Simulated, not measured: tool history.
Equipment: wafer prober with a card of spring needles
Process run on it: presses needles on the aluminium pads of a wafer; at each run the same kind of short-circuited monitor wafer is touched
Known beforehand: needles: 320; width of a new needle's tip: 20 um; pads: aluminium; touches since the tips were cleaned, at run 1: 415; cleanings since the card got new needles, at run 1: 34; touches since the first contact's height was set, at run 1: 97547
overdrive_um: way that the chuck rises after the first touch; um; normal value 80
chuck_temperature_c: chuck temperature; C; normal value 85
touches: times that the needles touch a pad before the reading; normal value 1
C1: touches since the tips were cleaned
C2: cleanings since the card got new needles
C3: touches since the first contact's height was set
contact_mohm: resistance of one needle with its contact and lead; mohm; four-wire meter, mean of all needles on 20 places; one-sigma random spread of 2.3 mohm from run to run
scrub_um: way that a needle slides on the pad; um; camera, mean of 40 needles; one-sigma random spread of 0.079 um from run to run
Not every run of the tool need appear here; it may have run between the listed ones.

{"run": 1, "hour": 0.0, "overdrive_um": 80, "chuck_temperature_c": 85, "touches": 1, "C1": 415, "C2": 34, "C3": 97547, "contact_mohm": 278, "scrub_um": 20.46}
{"hour": 5.1, "done": "tips cleaned on abrasive film"}
{"run": 2, "hour": 7.4, "overdrive_um": 80, "chuck_temperature_c": 85, "touches": 1, "C1": 944, "C2": 35, "C3": 100613, "contact_mohm": 288, "scrub_um": 20.49}
{"hour": 11.4, "done": "tips cleaned on abrasive film"}
{"run": 3, "hour": 14.7, "overdrive_um": 80, "chuck_temperature_c": 85, "touches": 1, "C1": 1364, "C2": 36, "C3": 103658, "contact_mohm": 309, "scrub_um": 20.31}
{"hour": 17.5, "done": "tips cleaned on abrasive film"}
{"hour": 23.6, "done": "tips cleaned on abrasive film"}
{"run": 4, "hour": 24.5, "overdrive_um": 80, "chuck_temperature_c": 85, "touches": 1, "C1": 367, "C2": 38, "C3": 107730, "contact_mohm": 281, "scrub_um": 20.32}
{"hour": 25.5, "done": "height of the first contact set anew"}
{"hour": 30.1, "done": "tips cleaned on abrasive film"}
{"run": 5, "hour": 34.4, "overdrive_um": 80, "chuck_temperature_c": 85, "touches": 1, "C1": 1793, "C2": 39, "C3": 3685, "contact_mohm": 319, "scrub_um": 19.84}
{"hour": 36.0, "done": "tips cleaned on abrasive film"}
{"run": 6, "hour": 41.7, "overdrive_um": 80, "chuck_temperature_c": 85, "touches": 1, "C1": 2408, "C2": 40, "C3": 6742, "contact_mohm": 332, "scrub_um": 19.71}
{"hour": 42.7, "done": "tips cleaned on abrasive film"}
{"run": 7, "hour": 45.9, "overdrive_um": 80, "chuck_temperature_c": 85, "touches": 1, "C1": 1346, "C2": 41, "C3": 8458, "contact_mohm": 316, "scrub_um": 19.7}
{"hour": 49.1, "done": "tips cleaned on abrasive film"}
{"run": 8, "hour": 51.9, "overdrive_um": 80, "chuck_temperature_c": 85, "touches": 1, "C1": 1206, "C2": 42, "C3": 10977, "contact_mohm": 312, "scrub_um": 19.73}
{"hour": 55.4, "done": "tips cleaned on abrasive film"}
{"run": 9, "hour": 58.2, "overdrive_um": 80, "chuck_temperature_c": 85, "touches": 1, "C1": 1148, "C2": 43, "C3": 13567, "contact_mohm": 308, "scrub_um": 19.66}
{"hour": 62.1, "done": "tips cleaned on abrasive film"}
{"run": 10, "hour": 63.0, "overdrive_um": 80, "chuck_temperature_c": 85, "touches": 1, "C1": 372, "C2": 44, "C3": 15585, "contact_mohm": 285, "scrub_um": 19.53}
{"hour": 65.7, "done": "height of the first contact set anew, once more"}
{"run": 11, "hour": 68.1, "overdrive_um": 79, "chuck_temperature_c": 85, "touches": 1, "C1": 2370, "C2": 44, "C3": 978, "contact_mohm": 329, "scrub_um": 21.26}
{"hour": 68.9, "done": "tips cleaned on abrasive film"}
{"run": 12, "hour": 73.9, "overdrive_um": 79, "chuck_temperature_c": 85, "touches": 1, "C1": 2137, "C2": 45, "C3": 3418, "contact_mohm": 324, "scrub_um": 21.32}
{"hour": 75.4, "done": "tips cleaned on abrasive film"}
{"run": 13, "hour": 79.1, "overdrive_um": 79, "chuck_temperature_c": 85, "touches": 1, "C1": 1557, "C2": 46, "C3": 5539, "contact_mohm": 307, "scrub_um": 21.33}
{"hour": 81.3, "done": "tips cleaned on abrasive film"}
{"hour": 87.4, "done": "tips cleaned on abrasive film"}
{"run": 14, "hour": 87.6, "overdrive_um": 86, "chuck_temperature_c": 85, "touches": 1, "C1": 71, "C2": 48, "C3": 9066, "contact_mohm": 258, "scrub_um": 23.07}
{"hour": 93.8, "done": "tips cleaned on abrasive film"}
{"run": 15, "hour": 97.0, "overdrive_um": 65, "chuck_temperature_c": 85, "touches": 1, "C1": 1341, "C2": 49, "C3": 12978, "contact_mohm": 337, "scrub_um": 17.34}
{"hour": 100.0, "done": "tips cleaned on abrasive film"}
{"run": 16, "hour": 105.5, "overdrive_um": 65, "chuck_temperature_c": 43, "touches": 1, "C1": 2291, "C2": 50, "C3": 16521, "contact_mohm": 361, "scrub_um": 17.4}
{"hour": 106.1, "done": "tips cleaned on abrasive film"}
{"hour": 112.5, "done": "tips cleaned on abrasive film"}
{"run": 17, "hour": 113.6, "overdrive_um": 87, "chuck_temperature_c": 43, "touches": 1, "C1": 446, "C2": 52, "C3": 19874, "contact_mohm": 261, "scrub_um": 23.39}
{"run": 18, "hour": 118.1, "overdrive_um": 96, "chuck_temperature_c": 85, "touches": 1, "C1": 2361, "C2": 52, "C3": 21789, "contact_mohm": 303, "scrub_um": 25.54}
{"hour": 118.7, "done": "tips cleaned on abrasive film"}
{"run": 19, "hour": 122.4, "overdrive_um": 70, "chuck_temperature_c": 110, "touches": 3, "C1": 1561, "C2": 53, "C3": 23554, "contact_mohm": 288, "scrub_um": 18.45}
{"hour": 125.1, "done": "tips cleaned on abrasive film"}
{"hour": 131.6, "done": "tips cleaned on abrasive film"}
{"run": 20, "hour": 131.8, "overdrive_um": 79, "chuck_temperature_c": 85, "touches": 1, "C1": 85, "C2": 55, "C3": 27424, "contact_mohm": 266, "scrub_um": 21.04}
{"hour": 137.8, "done": "tips cleaned on abrasive film"}
{"run": 21, "hour": 139.3, "overdrive_um": 61, "chuck_temperature_c": 50, "touches": 1, "C1": 634, "C2": 56, "C3": 30542, "contact_mohm": 308, "scrub_um": 15.99}
{"hour": 143.8, "done": "tips cleaned on abrasive film"}
{"run": 22, "hour": 147.1, "overdrive_um": 81, "chuck_temperature_c": 25, "touches": 1, "C1": 1382, "C2": 57, "C3": 33810, "contact_mohm": 294, "scrub_um": 21.38}
{"hour": 149.8, "done": "tips cleaned on abrasive film"}
{"run": 23, "hour": 152.2, "overdrive_um": 61, "chuck_temperature_c": 36, "touches": 2, "C1": 992, "C2": 58, "C3": 35905, "contact_mohm": 297, "scrub_um": 15.96}
{"hour": 156.3, "done": "tips cleaned on abrasive film"}
{"run": 24, "hour": 159.7, "overdrive_um": 80, "chuck_temperature_c": 31, "touches": 1, "C1": 1470, "C2": 59, "C3": 39069, "contact_mohm": 298, "scrub_um": 21.14}
{"hour": 162.2, "done": "tips cleaned on abrasive film"}
{"run": 25, "hour": 166.4, "overdrive_um": 86, "chuck_temperature_c": 31, "touches": 1, "C1": 1780, "C2": 60, "C3": 41857, "contact_mohm": 298, "scrub_um": 22.81}
{"hour": 168.9, "done": "tips cleaned on abrasive film"}
{"run": 26, "hour": 174.0, "overdrive_um": 86, "chuck_temperature_c": 31, "touches": 1, "C1": 2183, "C2": 61, "C3": 45020, "contact_mohm": 306, "scrub_um": 22.72}
{"hour": 174.7, "done": "tips cleaned on abrasive film"}
{"hour": 180.7, "done": "tips cleaned on abrasive film"}
{"run": 27, "hour": 182.1, "overdrive_um": 71, "chuck_temperature_c": 85, "touches": 1, "C1": 590, "C2": 63, "C3": 48350, "contact_mohm": 293, "scrub_um": 18.68}
{"run": 28, "hour": 186.3, "overdrive_um": 71, "chuck_temperature_c": 74, "touches": 2, "C1": 2361, "C2": 63, "C3": 50121, "contact_mohm": 315, "scrub_um": 18.53}
{"hour": 186.9, "done": "tips cleaned on abrasive film"}
{"hour": 192.8, "done": "tips cleaned on abrasive film"}
{"run": 29, "hour": 195.3, "overdrive_um": 90, "chuck_temperature_c": 85, "touches": 1, "C1": 1051, "C2": 65, "C3": 53845, "contact_mohm": 293, "scrub_um": 23.67}
{"hour": 199.3, "done": "tips cleaned on abrasive film"}
{"run": 30, "hour": 204.8, "overdrive_um": 90, "chuck_temperature_c": 103, "touches": 1, "C1": 2327, "C2": 66, "C3": 57787, "contact_mohm": 316, "scrub_um": 23.65}
{"hour": 205.7, "done": "tips cleaned on abrasive film"}
{"hour": 211.6, "done": "tips cleaned on abrasive film"}
{"run": 31, "hour": 212.5, "overdrive_um": 90, "chuck_temperature_c": 103, "touches": 1, "C1": 348, "C2": 68, "C3": 60957, "contact_mohm": 278, "scrub_um": 23.57}

What if the next run were any one of these 3? Each begins from the tool's condition after run 31:
{"hour": 218.1, "done": "tips cleaned on abrasive film"}
{"run": "A", "hour": 219.0, "overdrive_um": 74, "chuck_temperature_c": 74, "touches": 2, "C1": 395, "C2": 69, "C3": 63685, "contact_mohm": "?", "scrub_um": "?"}
{"hour": 218.1, "done": "tips cleaned on abrasive film"}
{"run": "B", "hour": 219.0, "overdrive_um": 76, "chuck_temperature_c": 59, "touches": 1, "C1": 395, "C2": 69, "C3": 63685, "contact_mohm": "?", "scrub_um": "?"}
{"hour": 218.1, "done": "tips cleaned on abrasive film"}
{"run": "C", "hour": 219.0, "overdrive_um": 85, "chuck_temperature_c": 105, "touches": 2, "C1": 395, "C2": 69, "C3": 63685, "contact_mohm": "?", "scrub_um": "?"}

run=A contact_mohm=273 scrub_um=19.29
run=B contact_mohm=275 scrub_um=19.74
run=C contact_mohm=275 scrub_um=22.1
The same runs, with their run-to-run variation unchanged, on a tool lacking any hidden condition would have given:
run=A contact_mohm=254 scrub_um=20
run=B contact_mohm=247 scrub_um=20.44
run=C contact_mohm=260 scrub_um=22.8
